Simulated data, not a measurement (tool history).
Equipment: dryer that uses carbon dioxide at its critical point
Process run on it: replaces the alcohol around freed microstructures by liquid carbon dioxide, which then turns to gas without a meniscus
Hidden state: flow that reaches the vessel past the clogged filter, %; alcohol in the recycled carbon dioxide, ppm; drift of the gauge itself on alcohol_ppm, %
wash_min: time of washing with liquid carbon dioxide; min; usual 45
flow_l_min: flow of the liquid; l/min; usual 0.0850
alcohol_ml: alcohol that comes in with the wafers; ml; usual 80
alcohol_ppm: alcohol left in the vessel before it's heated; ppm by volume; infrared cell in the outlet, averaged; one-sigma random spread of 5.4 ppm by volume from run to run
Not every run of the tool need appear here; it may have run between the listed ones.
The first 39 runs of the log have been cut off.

run   hour  wash_min  flow_l_min  alcohol_ml  hours of work since the filter was changed  hours of work since the purifier's bed was changed  alcohol_ppm
 40  581.6        40      0.0607          30                                         318                                                 334         1112
 41  596.6        40      0.0607          30                                         323                                                 339         1053
 42  611.3        40      0.0607          30                                         328                                                 344         1074
 43  628.4        43      0.1411          74                                         334                                                 350           75
 44  643.5        43      0.1411          74                                         339                                                 355           71
 45  655.7        43      0.1411          74                                         343                                                 359           78
 46  672.1        43      0.1411          74                                         348                                                 365           73
 47  687.7        43      0.1411          74                                         354                                                 370           71

What if the next run were any one of these 3? Each begins from the tool's condition after run 47:
  A  706.8        45      0.0850         104                                         360                                                 376            ?
  B  706.8        30      0.0702          68                                         360                                                 376            ?
  C  706.8        61      0.1295          74                                         360                                                 376            ?

run  alcohol_ppm
  A          398
  B         4028
  C           78
Without the tool's hidden state the same runs would have given:
run  alcohol_ppm
  A          171
  B         2726
  C            8
